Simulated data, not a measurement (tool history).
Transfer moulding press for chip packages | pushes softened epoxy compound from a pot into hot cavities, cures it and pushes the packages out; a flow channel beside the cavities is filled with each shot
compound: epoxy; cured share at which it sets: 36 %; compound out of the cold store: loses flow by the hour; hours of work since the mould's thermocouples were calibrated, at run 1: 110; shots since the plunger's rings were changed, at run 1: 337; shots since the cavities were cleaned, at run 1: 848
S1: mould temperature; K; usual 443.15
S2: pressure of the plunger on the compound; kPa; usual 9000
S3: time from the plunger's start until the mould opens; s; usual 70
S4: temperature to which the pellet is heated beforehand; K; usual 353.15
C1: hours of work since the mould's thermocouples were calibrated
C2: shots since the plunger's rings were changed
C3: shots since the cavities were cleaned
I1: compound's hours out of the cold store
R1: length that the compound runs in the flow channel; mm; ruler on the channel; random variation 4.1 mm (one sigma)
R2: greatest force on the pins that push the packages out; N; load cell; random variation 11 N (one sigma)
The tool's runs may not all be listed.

Run 1, hour 0: usual settings; C1 110; C2 337; C3 848; I1 8.9. Result: R1 1048 mm, R2 861 N.
At hour 18.6: cavities cleaned with cleaning compound and waxed.
Run 2, hour 20: usual settings but S2 7280 kPa; C1 117; C2 539; C3 16; I1 16.6. Result: R1 916 mm, R2 559 N.
Run 3, hour 56.3: usual settings but S2 9760 kPa; C1 132; C2 935; C3 412; I1 9.3. Result: R1 1077 mm, R2 739 N.
Run 4, hour 81.8: usual settings but S2 9760 kPa; C1 143; C2 1212; C3 689; I1 16. Result: R1 1052 mm, R2 768 N.
Run 5, hour 110.4: usual settings but S2 9760 kPa; C1 155; C2 1525; C3 1002; I1 46. Result: R1 934 mm, R2 755 N.
At hour 114.2: cavities cleaned with cleaning compound and waxed.
Run 6, hour 138.6: usual settings but S2 9760 kPa; C1 166; C2 1816; C3 266; I1 34.4. Result: R1 968 mm, R2 688 N.
Run 7, hour 155.6: usual settings but S4 351.15 K; C1 173; C2 2001; C3 451; I1 27.9. Result: R1 949 mm, R2 762 N.
Run 8, hour 191.6: usual settings but S4 351.15 K; C1 188; C2 2394; C3 844; I1 27.1. Result: R1 950 mm, R2 786 N.
At hour 209.3: plunger's sealing rings changed.
At hour 212.8: cavities cleaned with cleaning compound and waxed.
Run 9, hour 219.5: usual settings but S4 351.15 K; C1 198; C2 95; C3 73; I1 31.1. Result: R1 952 mm, R2 584 N.
Run 10, hour 250.3: usual settings but S4 351.15 K; C1 210; C2 431; C3 409; I1 32.1. Result: R1 945 mm, R2 702 N.
Run 11, hour 268.9: usual settings; C1 218; C2 633; C3 611; I1 32.3. Result: R1 951 mm, R2 789 N.
Run 12, hour 297.4: usual settings but S1 438.15 K; C1 230; C2 945; C3 923; I1 8.4. Result: R1 1070 mm, R2 1235 N.
At hour 308.2: cavities cleaned with cleaning compound and waxed.
Run 13, hour 323.3: usual settings but S1 438.15 K; C1 240; C2 1211; C3 165; I1 15.2. Result: R1 1035 mm, R2 930 N.
Run 14, hour 354.9: usual settings but S1 436.15 K, S4 357.15 K; C1 253; C2 1556; C3 510; I1 18.2. Result: R1 1030 mm, R2 1255 N.
Run 15, hour 379: usual settings but S1 436.15 K, S4 357.15 K; C1 263; C2 1818; C3 772; I1 15. Result: R1 1035 mm, R2 1296 N.
At hour 405.3: cavities cleaned with cleaning compound and waxed.
Run 16, hour 410.1: usual settings but S1 441.15 K, S4 357.15 K; C1 275; C2 2141; C3 52; I1 16.9. Result: R1 1001 mm, R2 636 N.
Run 17, hour 446.3: usual settings but S1 446.15 K, S3 58 s; C1 290; C2 2536; C3 447; I1 23.3. Result: R1 956 mm, R2 907 N.
At hour 450.8: plunger's sealing rings changed.
Run 18, hour 481.6: usual settings but S1 447.15 K, S4 349.15 K; C1 304; C2 336; C3 805; I1 34.2. Result: R1 924 mm, R2 641 N.
At hour 504.8: cavities cleaned with cleaning compound and waxed.
Run 19, hour 508.4: usual settings but S3 55 s; C1 314; C2 612; C3 39; I1 19.5. Result: R1 999 mm, R2 961 N.
Run 20, hour 524.5: usual settings but S4 346.15 K; C1 321; C2 788; C3 215; I1 44.1. Result: R1 902 mm, R2 653 N.
Run 21, hour 540.3: usual settings but S1 450.15 K, S3 99 s; C1 328; C2 960; C3 387; I1 43.4. Result: R1 883 mm, R2 498 N.
Run 22, hour 575.9: usual settings but S1 438.15 K, S3 82 s; C1 342; C2 1349; C3 776; I1 31.8. Result: R1 965 mm, R2 785 N.
Run 23, hour 591.8: usual settings but S1 446.15 K, S2 8030 kPa; C1 349; C2 1522; C3 949; I1 25.1. Result: R1 901 mm, R2 682 N.
At hour 601.5: cavities cleaned with cleaning compound and waxed.
Run 24, hour 608.9: usual settings but S2 6810 kPa, S4 349.15 K; C1 355; C2 1692; C3 81; I1 11.2. Result: R1 890 mm, R2 611 N.
Run 25, hour 625.2: usual settings but S2 6810 kPa, S3 100 s, S4 362.15 K; C1 362; C2 1870; C3 259; I1 21.6. Result: R1 847 mm, R2 470 N.

Forecast each of these 4 alternatives for the next run:
Run A, hour 652.3: usual settings but S1 449.15 K, S2 6810 kPa, S3 100 s, S4 362.15 K; C1 373; C2 2166; C3 555; I1 14.1. Result: R1 ?, R2 ?.
Run B, hour 652.3: usual settings but S2 6940 kPa, S3 82 s, S4 362.15 K; C1 373; C2 2166; C3 555; I1 46.7. Result: R1 ?, R2 ?.
Run C, hour 652.3: usual settings but S2 6810 kPa, S3 100 s, S4 345.15 K; C1 373; C2 2166; C3 555; I1 41.1. Result: R1 ?, R2 ?.
Run D, hour 652.3: usual settings but S2 6810 kPa, S3 86 s, S4 362.15 K; C1 373; C2 2166; C3 555; I1 15.2. Result: R1 ?, R2 ?.

run   R1   R2
  A  851  511
  B  780  576
  C  787  529
  D  869  548
Without the tool's hidden state the same runs would have given:
run   R1   R2
  A  865  341
  B  792  388
  C  800  355
  D  883  368
